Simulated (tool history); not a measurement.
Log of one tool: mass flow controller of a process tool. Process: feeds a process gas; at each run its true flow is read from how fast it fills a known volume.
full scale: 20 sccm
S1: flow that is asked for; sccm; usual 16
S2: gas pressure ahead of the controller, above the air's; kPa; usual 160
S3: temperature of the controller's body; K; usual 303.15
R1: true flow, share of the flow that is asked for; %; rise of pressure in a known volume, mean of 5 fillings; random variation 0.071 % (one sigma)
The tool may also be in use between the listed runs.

run	hour	S1	S2	S3	R1
1	0.0	16	160	303.15	99.90
2	53.3	6	160	303.15	98.74
3	178.8	6	160	303.15	98.69
4	285.1	16	160	303.15	99.62
5	406.4	16	160	303.15	99.63
6	535.7	10	160	303.15	98.84
7	596.3	10	160	303.15	99.12
8	653.7	16	160	307.15	99.83
9	781.8	16	160	297.15	99.18
10	906.6	16	160	297.15	99.21
11	1013.2	16	160	297.15	99.25
12	1139.5	18	160	295.15	99.18
13	1191.5	5	160	295.15	97.31
14	1249.2	5	160	295.15	97.45
15	1301.7	13	264	295.15	97.74
16	1356.6	3	258	302.15	96.14
17	1474.9	3	258	302.15	96.04
18	1556.5	3	258	302.15	95.84
19	1666.1	5	160	303.15	97.54
20	1785.8	5	160	303.15	97.54
21	1849.1	5	160	303.15	97.41

Hidden state or all else? Some run-to-run changes of R1, split into what the settings, what came in and random variation would give without the hidden state, and what is left for the hidden state (with any gauge scatter that isn't in both results):
The hidden state here: flow at rest that the sensor doesn't see, % of full scale; true flow over the shown one, %; drift of the gauge itself on true_pct, %.
Run 12 -> 13: S1 18 -> 5. R1 -1.87 %: hidden state -0.77, all else -1.10.
Run 15 -> 16: S1 13 -> 3, S2 264 -> 258, S3 295.15 -> 302.15. R1 -1.60 %: hidden state -1.45, all else -0.15.
Run 18 -> 19: S1 3 -> 5, S2 258 -> 160, S3 302.15 -> 303.15. R1 +1.70 %: hidden state +0.73, all else +0.97.

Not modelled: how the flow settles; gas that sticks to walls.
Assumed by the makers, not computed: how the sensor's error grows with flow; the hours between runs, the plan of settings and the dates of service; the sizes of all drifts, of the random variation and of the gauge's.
